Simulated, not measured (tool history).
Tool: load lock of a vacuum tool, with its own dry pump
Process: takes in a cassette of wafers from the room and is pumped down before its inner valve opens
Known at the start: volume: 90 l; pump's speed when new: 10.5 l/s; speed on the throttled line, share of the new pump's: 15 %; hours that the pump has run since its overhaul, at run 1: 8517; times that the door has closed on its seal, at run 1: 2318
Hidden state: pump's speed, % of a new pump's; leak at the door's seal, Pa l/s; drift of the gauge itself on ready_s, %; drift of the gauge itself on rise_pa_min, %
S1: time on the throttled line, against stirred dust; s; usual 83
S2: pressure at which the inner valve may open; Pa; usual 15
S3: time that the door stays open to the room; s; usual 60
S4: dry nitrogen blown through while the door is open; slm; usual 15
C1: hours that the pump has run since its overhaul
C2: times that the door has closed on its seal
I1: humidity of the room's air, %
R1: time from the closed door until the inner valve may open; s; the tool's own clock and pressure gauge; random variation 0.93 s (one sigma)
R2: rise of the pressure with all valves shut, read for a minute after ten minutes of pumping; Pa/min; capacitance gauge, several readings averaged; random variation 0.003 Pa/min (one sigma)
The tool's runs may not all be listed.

run 1 day=0.000 | S1=83 S2=15 S3=60 S4=15 | C1=8517 C2=2318 | I1=44.5 | R1=157.2 R2=0.028
run 2 day=3.271 | S1=83 S2=15 S3=60 S4=15 | C1=8596 C2=2419 | I1=44.8 | R1=157.3 R2=0.034
run 3 day=5.508 | S1=61 S2=15 S3=60 S4=15 | C1=8649 C2=2489 | I1=50.4 | R1=140.0 R2=0.027
run 4 day=8.408 | S1=83 S2=23 S3=60 S4=15 | C1=8719 C2=2579 | I1=43.3 | R1=151.4 R2=0.027
run 5 day=10.612 | S1=83 S2=15 S3=60 S4=15 | C1=8772 C2=2647 | I1=41.8 | R1=157.2 R2=0.033
run 6 day=14.054 | S1=83 S2=15 S3=60 S4=15 | C1=8854 C2=2754 | I1=46.4 | R1=156.8 R2=0.036
run 7 day=17.792 | S1=108 S2=15 S3=60 S4=15 | C1=8944 C2=2871 | I1=43.7 | R1=176.0 R2=0.031
run 8 day=21.492 | S1=108 S2=15 S3=60 S4=15 | C1=9033 C2=2986 | I1=45.1 | R1=179.8 R2=0.034
run 9 day=24.633 | S1=108 S2=15 S3=60 S4=15 | C1=9108 C2=3083 | I1=45.3 | R1=176.2 R2=0.033
run 10 day=26.983 | S1=108 S2=15 S3=60 S4=15 | C1=9165 C2=3156 | I1=43.9 | R1=177.8 R2=0.025
run 11 day=29.617 | S1=108 S2=15 S3=60 S4=15 | C1=9228 C2=3238 | I1=44.9 | R1=179.1 R2=0.030
run 12 day=32.479 | S1=108 S2=15 S3=60 S4=15 | C1=9297 C2=3327 | I1=46.6 | R1=178.8 R2=0.031
run 13 day=36.283 | S1=108 S2=15 S3=60 S4=15 | C1=9388 C2=3446 | I1=45.3 | R1=180.7 R2=0.032
run 14 day=40.296 | S1=93 S2=15 S3=63 S4=4 | C1=9484 C2=3570 | I1=46.8 | R1=168.9 R2=0.051
run 15 day=44.221 | S1=44 S2=15 S3=63 S4=4 | C1=9578 C2=3692 | I1=47.4 | R1=126.2 R2=0.051
run 16 day=47.979 | S1=57 S2=20 S3=192 S4=4 | C1=9669 C2=3809 | I1=45.6 | R1=133.9 R2=0.082
run 17 day=50.129 | S1=83 S2=11 S3=60 S4=19 | C1=9720 C2=3876 | I1=47.3 | R1=162.4 R2=0.033
run 18 day=54.633 | S1=80 S2=11 S3=60 S4=19 | C1=9828 C2=4016 | I1=42.4 | R1=160.8 R2=0.027
run 19 day=56.917 | S1=80 S2=11 S3=60 S4=19 | C1=9883 C2=4087 | I1=47.9 | R1=160.6 R2=0.033
run 20 day=59.075 | S1=83 S2=18 S3=81 S4=15 | C1=9935 C2=4154 | I1=44.9 | R1=158.3 R2=0.040
run 21 day=62.317 | S1=44 S2=20 S3=81 S4=21 | C1=10013 C2=4255 | I1=43.2 | R1=125.0 R2=0.037
run 22 day=64.279 | S1=44 S2=20 S3=47 S4=21 | C1=10060 C2=4316 | I1=44.8 | R1=124.9 R2=0.029
run 23 day=67.125 | S1=44 S2=20 S3=47 S4=21 | C1=10128 C2=4404 | I1=43.9 | R1=126.0 R2=0.024

3 ways to go on from here, each from the tool as it stands after run 23. What would each give?
run A day=70.429 | S1=83 S2=14 S3=98 S4=24 | C1=10207 C2=4507 | I1=41.9 | R1=? R2=?
run B day=70.429 | S1=44 S2=10 S3=47 S4=21 | C1=10207 C2=4507 | I1=45.5 | R1=? R2=?
run C day=70.429 | S1=117 S2=18 S3=143 S4=21 | C1=10207 C2=4507 | I1=45.9 | R1=? R2=?

run=A R1=159.5 R2=0.027
run=B R1=131.0 R2=0.031
run=C R1=185.2 R2=0.035
Without the tool's hidden state the same runs would have given:
run=A R1=146.8 R2=0.014
run=B R1=116.5 R2=0.019
run=C R1=174.0 R2=0.022
